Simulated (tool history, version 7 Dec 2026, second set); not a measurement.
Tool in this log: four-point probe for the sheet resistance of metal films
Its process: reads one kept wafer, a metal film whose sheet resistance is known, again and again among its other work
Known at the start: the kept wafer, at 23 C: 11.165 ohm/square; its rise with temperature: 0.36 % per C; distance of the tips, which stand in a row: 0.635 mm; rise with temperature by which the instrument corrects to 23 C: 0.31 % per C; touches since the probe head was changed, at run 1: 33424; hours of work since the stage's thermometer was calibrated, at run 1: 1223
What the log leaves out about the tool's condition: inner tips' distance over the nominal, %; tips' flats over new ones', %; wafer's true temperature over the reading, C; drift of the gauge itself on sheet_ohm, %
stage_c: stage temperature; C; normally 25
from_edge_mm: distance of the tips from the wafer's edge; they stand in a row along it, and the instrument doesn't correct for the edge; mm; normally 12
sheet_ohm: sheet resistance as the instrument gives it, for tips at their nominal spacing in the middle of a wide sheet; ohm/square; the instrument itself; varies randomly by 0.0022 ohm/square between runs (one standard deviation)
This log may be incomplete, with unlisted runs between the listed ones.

| run | hour | stage_c | from_edge_mm | touches since the probe head was changed | hours of work since the stage's thermometer was calibrated | sheet_ohm |
|---|---|---|---|---|---|---|
| 1 | 0.0 | 25 | 12 | 33424 | 1223 | 11.185302 |
| 2 | 23.8 | 25 | 12 | 34469 | 1241 | 11.182474 |
| 3 | 48.4 | 33 | 12 | 35548 | 1259 | 11.218576 |
| 4 | 66.2 | 33 | 12 | 36331 | 1272 | 11.220103 |
| 5 | 80.4 | 25 | 12 | 36953 | 1283 | 11.184717 |
| 6 | 94.9 | 25 | 4 | 37590 | 1293 | 11.315629 |
| 7 | 119.3 | 25 | 4 | 38664 | 1311 | 11.318693 |
| 8 | 138.8 | 32 | 4 | 39519 | 1326 | 11.348762 |
| 9 | 153.8 | 32 | 4 | 40177 | 1337 | 11.348147 |
| 10 | 177.3 | 32 | 4 | 41209 | 1354 | 11.348075 |
| 11 | 200.1 | 32 | 4 | 42209 | 1371 | 11.346687 |
| 12 | 219.1 | 32 | 4 | 43045 | 1385 | 11.346803 |
| 13 | 238.7 | 32 | 12 | 43906 | 1399 | 11.211583 |
| 14 | 261.5 | 26 | 7 | 44904 | 1416 | 11.218800 |
| 15 | 282.6 | 34 | 4 | 45829 | 1432 | 11.348975 |
| 16 | 305.9 | 33 | 4 | 46853 | 1449 | 11.350129 |
| 17 | 319.5 | 33 | 4 | 47453 | 1459 | 11.347288 |
| 18 | 332.7 | 33 | 4 | 48032 | 1469 | 11.348580 |

Here are 3 independent what-if runs from the current tool condition. What would each one return?
| A | 356.5 | 22 | 4 | 49077 | 1486 | ? |
| B | 356.5 | 25 | 30 | 49077 | 1486 | ? |
| C | 356.5 | 24 | 12 | 49077 | 1486 | ? |

| run | sheet_ohm |
|---|---|
| A | 11.297300 |
| B | 11.165421 |
| C | 11.174130 |
The same runs, with their run-to-run variation unchanged, on a tool lacking any hidden condition would have given:
| run | sheet_ohm |
|---|---|
| A | 11.308160 |
| B | 11.176424 |
| C | 11.185060 |
